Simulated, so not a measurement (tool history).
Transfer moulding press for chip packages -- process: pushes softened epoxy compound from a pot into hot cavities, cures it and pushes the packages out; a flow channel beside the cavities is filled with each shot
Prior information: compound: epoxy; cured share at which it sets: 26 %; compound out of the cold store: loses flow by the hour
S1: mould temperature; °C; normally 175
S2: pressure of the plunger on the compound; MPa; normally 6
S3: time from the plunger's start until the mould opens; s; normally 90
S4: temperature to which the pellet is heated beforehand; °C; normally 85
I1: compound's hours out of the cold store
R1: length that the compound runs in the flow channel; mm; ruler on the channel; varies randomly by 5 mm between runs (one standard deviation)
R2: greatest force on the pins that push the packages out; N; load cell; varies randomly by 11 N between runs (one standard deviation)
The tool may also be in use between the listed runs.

Run 1, day 0: usual settings; I1 43.3. Result: R1 475 mm, R2 567 N.
Run 2, day 0.779: usual settings but S2 7.47 MPa; I1 46.7. Result: R1 512 mm, R2 657 N.
Run 3, day 1.492: usual settings but S2 7.47 MPa; I1 21.4. Result: R1 599 mm, R2 729 N.
At day 1.808: cavities cleaned with cleaning compound and waxed.
Run 4, day 2.367: usual settings but S2 7.47 MPa; I1 18.6. Result: R1 611 mm, R2 597 N.
Run 5, day 2.821: usual settings but S2 7.47 MPa; I1 23.4. Result: R1 600 mm, R2 657 N.
Run 6, day 3.267: usual settings but S1 177 °C; I1 39.9. Result: R1 489 mm, R2 642 N.
At day 3.996: cavities cleaned with cleaning compound and waxed.
Run 7, day 4.088: usual settings but S1 177 °C, S2 6.72 MPa; I1 12.2. Result: R1 599 mm, R2 510 N.
Run 8, day 4.896: usual settings; I1 13.1. Result: R1 569 mm, R2 669 N.
Run 9, day 5.467: usual settings; I1 32.3. Result: R1 496 mm, R2 672 N.
Run 10, day 6.033: usual settings; I1 44.9. Result: R1 454 mm, R2 730 N.
At day 6.171: cavities cleaned with cleaning compound and waxed.
Run 11, day 7: usual settings; I1 46.9. Result: R1 454 mm, R2 604 N.
Run 12, day 7.942: usual settings; I1 46.5. Result: R1 444 mm, R2 704 N.
At day 8.1: mould's thermocouples calibrated.
At day 8.429: cavities cleaned with cleaning compound and waxed.
Run 13, day 9.008: usual settings but S3 107 s; I1 13.7. Result: R1 550 mm, R2 520 N.
Run 14, day 9.633: usual settings but S3 107 s; I1 44.2. Result: R1 457 mm, R2 570 N.
At day 10.617: cavities cleaned with cleaning compound and waxed.
Run 15, day 10.762: usual settings but S1 183 °C, S3 87 s; I1 44. Result: R1 448 mm, R2 438 N.
Run 16, day 11.454: usual settings but S1 172 °C, S3 102 s, S4 90 °C; I1 23.4. Result: R1 513 mm, R2 614 N.
Run 17, day 12.338: usual settings but S1 172 °C, S3 102 s, S4 90 °C; I1 33.4. Result: R1 484 mm, R2 674 N.
At day 12.783: cavities cleaned with cleaning compound and waxed.
At day 13.058: mould's thermocouples calibrated, once more.
Run 18, day 13.125: usual settings but S1 168 °C, S2 6.09 MPa, S3 86 s, S4 91 °C; I1 38.4. Result: R1 486 mm, R2 850 N.
Run 19, day 13.642: usual settings but S2 5.65 MPa; I1 21.8. Result: R1 501 mm, R2 626 N.
Run 20, day 14.304: usual settings but S1 177 °C, S2 4.55 MPa; I1 37.5. Result: R1 410 mm, R2 648 N.
At day 15.075: cavities cleaned with cleaning compound and waxed.
Run 21, day 15.183: usual settings but S1 173 °C, S2 6.47 MPa, S3 125 s; I1 46.7. Result: R1 463 mm, R2 453 N.
Run 22, day 15.696: usual settings but S1 173 °C, S2 6.47 MPa, S3 125 s; I1 20.4. Result: R1 527 mm, R2 526 N.
Run 23, day 16.188: usual settings but S1 181 °C, S2 5.78 MPa, S3 80 s; I1 9.9. Result: R1 538 mm, R2 690 N.
Run 24, day 16.658: usual settings but S1 181 °C, S2 5.78 MPa, S3 80 s; I1 27.8. Result: R1 475 mm, R2 705 N.
At day 17.242: cavities cleaned with cleaning compound and waxed.
Run 25, day 17.571: usual settings but S2 7.49 MPa, S3 86 s, S4 94 °C; I1 31.8. Result: R1 541 mm, R2 590 N.
Run 26, day 18.021: usual settings but S1 179 °C, S2 7.33 MPa, S3 107 s, S4 77 °C; I1 15.8. Result: R1 584 mm, R2 528 N.
Run 27, day 18.533: usual settings but S1 179 °C, S2 7.33 MPa, S3 107 s, S4 77 °C; I1 41.2. Result: R1 495 mm, R2 558 N.

Below are 5 alternative next runs, each starting from the tool's condition after run 27. Predict each:
Run A, day 18.967: usual settings but S1 178 °C, S2 7 MPa, S3 105 s; I1 38.5. Result: R1 ?, R2 ?.
Run B, day 18.967: usual settings but S1 181 °C; I1 39.1. Result: R1 ?, R2 ?.
Run C, day 18.967: usual settings but S1 178 °C, S2 7.1 MPa, S3 96 s; I1 36.4. Result: R1 ?, R2 ?.
Run D, day 18.967: usual settings but S1 181 °C, S3 84 s; I1 10.3. Result: R1 ?, R2 ?.
Run E, day 18.967: usual settings but S2 5.04 MPa, S3 106 s, S4 77 °C; I1 18.8. Result: R1 ?, R2 ?.

run   R1   R2
  A  479  602
  B  460  622
  C  513  622
  D  536  668
  E  478  627
Take away the tool's hidden state, keep each run's random variation, and the runs would have read:
run   R1   R2
  A  522  425
  B  501  436
  C  559  435
  D  585  465
  E  522  439
